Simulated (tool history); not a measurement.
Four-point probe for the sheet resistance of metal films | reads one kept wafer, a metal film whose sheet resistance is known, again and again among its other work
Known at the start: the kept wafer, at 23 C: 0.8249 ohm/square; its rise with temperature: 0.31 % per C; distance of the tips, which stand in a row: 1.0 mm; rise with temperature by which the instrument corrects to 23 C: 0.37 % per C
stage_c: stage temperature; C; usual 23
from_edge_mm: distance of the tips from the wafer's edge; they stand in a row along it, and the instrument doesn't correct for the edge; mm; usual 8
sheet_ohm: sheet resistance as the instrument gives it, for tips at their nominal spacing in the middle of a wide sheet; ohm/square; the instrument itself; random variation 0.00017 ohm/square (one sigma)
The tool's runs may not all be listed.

{"run": 1, "hour": 0.0, "stage_c": 23, "from_edge_mm": 8, "sheet_ohm": 0.831887}
{"run": 2, "hour": 16.8, "stage_c": 34, "from_edge_mm": 8, "sheet_ohm": 0.826679}
{"run": 3, "hour": 27.3, "stage_c": 34, "from_edge_mm": 8, "sheet_ohm": 0.826637}
{"run": 4, "hour": 45.8, "stage_c": 34, "from_edge_mm": 8, "sheet_ohm": 0.826377}
{"run": 5, "hour": 57.8, "stage_c": 23, "from_edge_mm": 8, "sheet_ohm": 0.831776}
{"run": 6, "hour": 67.2, "stage_c": 23, "from_edge_mm": 69, "sheet_ohm": 0.824956}
{"run": 7, "hour": 80.8, "stage_c": 23, "from_edge_mm": 8, "sheet_ohm": 0.832112}
{"run": 8, "hour": 92.9, "stage_c": 23, "from_edge_mm": 8, "sheet_ohm": 0.831932}
{"run": 9, "hour": 110.6, "stage_c": 23, "from_edge_mm": 8, "sheet_ohm": 0.831519}
{"run": 10, "hour": 124.2, "stage_c": 35, "from_edge_mm": 8, "sheet_ohm": 0.826032}
{"run": 11, "hour": 142.0, "stage_c": 35, "from_edge_mm": 8, "sheet_ohm": 0.826333}
{"run": 12, "hour": 161.9, "stage_c": 23, "from_edge_mm": 8, "sheet_ohm": 0.831857}
{"run": 13, "hour": 180.2, "stage_c": 29, "from_edge_mm": 15, "sheet_ohm": 0.824143}
{"run": 14, "hour": 189.1, "stage_c": 35, "from_edge_mm": 5, "sheet_ohm": 0.836684}
{"run": 15, "hour": 208.0, "stage_c": 23, "from_edge_mm": 15, "sheet_ohm": 0.826786}
{"run": 16, "hour": 222.6, "stage_c": 21, "from_edge_mm": 8, "sheet_ohm": 0.832799}
{"run": 17, "hour": 244.1, "stage_c": 26, "from_edge_mm": 16, "sheet_ohm": 0.824713}
{"run": 18, "hour": 260.0, "stage_c": 26, "from_edge_mm": 16, "sheet_ohm": 0.825092}
{"run": 19, "hour": 271.4, "stage_c": 19, "from_edge_mm": 55, "sheet_ohm": 0.827078}
{"run": 20, "hour": 292.2, "stage_c": 19, "from_edge_mm": 55, "sheet_ohm": 0.826852}
{"run": 21, "hour": 313.6, "stage_c": 19, "from_edge_mm": 55, "sheet_ohm": 0.827097}
{"run": 22, "hour": 331.6, "stage_c": 31, "from_edge_mm": 5, "sheet_ohm": 0.83804}
{"run": 23, "hour": 342.5, "stage_c": 33, "from_edge_mm": 7, "sheet_ohm": 0.829085}

Forecast each of these 4 alternatives for the next run:
{"run": "A", "hour": 363.0, "stage_c": 27, "from_edge_mm": 5, "sheet_ohm": "?"}
{"run": "B", "hour": 363.0, "stage_c": 33, "from_edge_mm": 4, "sheet_ohm": "?"}
{"run": "C", "hour": 363.0, "stage_c": 30, "from_edge_mm": 62, "sheet_ohm": "?"}
{"run": "D", "hour": 363.0, "stage_c": 25, "from_edge_mm": 18, "sheet_ohm": "?"}

run=A sheet_ohm=0.84048
run=B sheet_ohm=0.846606
run=C sheet_ohm=0.821718
run=D sheet_ohm=0.824872
Without the tool's hidden state the same runs would have given:
run=A sheet_ohm=0.840595
run=B sheet_ohm=0.846721
run=C sheet_ohm=0.82183
run=D sheet_ohm=0.824984

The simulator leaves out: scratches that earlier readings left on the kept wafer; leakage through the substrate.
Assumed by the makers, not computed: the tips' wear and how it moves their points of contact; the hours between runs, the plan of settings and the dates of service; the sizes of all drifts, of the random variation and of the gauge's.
